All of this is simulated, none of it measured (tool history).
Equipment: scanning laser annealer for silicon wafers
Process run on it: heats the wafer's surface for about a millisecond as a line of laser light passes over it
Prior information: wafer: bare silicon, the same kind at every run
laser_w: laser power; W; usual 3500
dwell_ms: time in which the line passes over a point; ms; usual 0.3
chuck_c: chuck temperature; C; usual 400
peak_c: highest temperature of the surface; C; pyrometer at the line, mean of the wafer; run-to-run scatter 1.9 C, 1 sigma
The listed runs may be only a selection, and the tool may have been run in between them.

Run 1, day 0: usual settings. Result: peak_c 1104 C.
At day 1.162: optics aligned, line set to its width.
Run 2, day 1.425: usual settings but laser_w 3143 W. Result: peak_c 1035 C.
Run 3, day 2.525: usual settings but dwell_ms 0.38 ms. Result: peak_c 1220 C.
Run 4, day 4.367: usual settings but dwell_ms 0.38 ms. Result: peak_c 1219 C.
Run 5, day 5.638: usual settings but dwell_ms 0.323 ms. Result: peak_c 1143 C.
Run 6, day 6.746: usual settings but dwell_ms 0.323 ms. Result: peak_c 1143 C.
Run 7, day 7.638: usual settings but dwell_ms 0.323 ms. Result: peak_c 1147 C.
Run 8, day 8.733: usual settings but dwell_ms 0.323 ms. Result: peak_c 1148 C.
Run 9, day 10.012: usual settings but laser_w 3142 W, dwell_ms 0.222 ms, chuck_c 417 C. Result: peak_c 944 C.
Run 10, day 11.746: usual settings but laser_w 2977 W, dwell_ms 0.222 ms, chuck_c 417 C. Result: peak_c 910 C.
Run 11, day 13.542: usual settings but dwell_ms 0.364 ms. Result: peak_c 1191 C.
Run 12, day 15.112: usual settings but laser_w 3783 W, dwell_ms 0.263 ms, chuck_c 387 C. Result: peak_c 1101 C.
Run 13, day 16.417: usual settings but laser_w 3829 W, dwell_ms 0.288 ms, chuck_c 362 C. Result: peak_c 1122 C.

3 ways to go on from here, each from the tool as it stands after run 13. What would each give?
Run A, day 17.738: usual settings but dwell_ms 0.279 ms. Result: peak_c ?.
Run B, day 17.738: usual settings but laser_w 2993 W, dwell_ms 0.288 ms, chuck_c 362 C. Result: peak_c ?.
Run C, day 17.738: usual settings but laser_w 3388 W, dwell_ms 0.34 ms. Result: peak_c ?.

run  peak_c
  A    1075
  B     941
  C    1133
Without the tool's hidden state the same runs would have given:
run  peak_c
  A    1088
  B     951
  C    1146

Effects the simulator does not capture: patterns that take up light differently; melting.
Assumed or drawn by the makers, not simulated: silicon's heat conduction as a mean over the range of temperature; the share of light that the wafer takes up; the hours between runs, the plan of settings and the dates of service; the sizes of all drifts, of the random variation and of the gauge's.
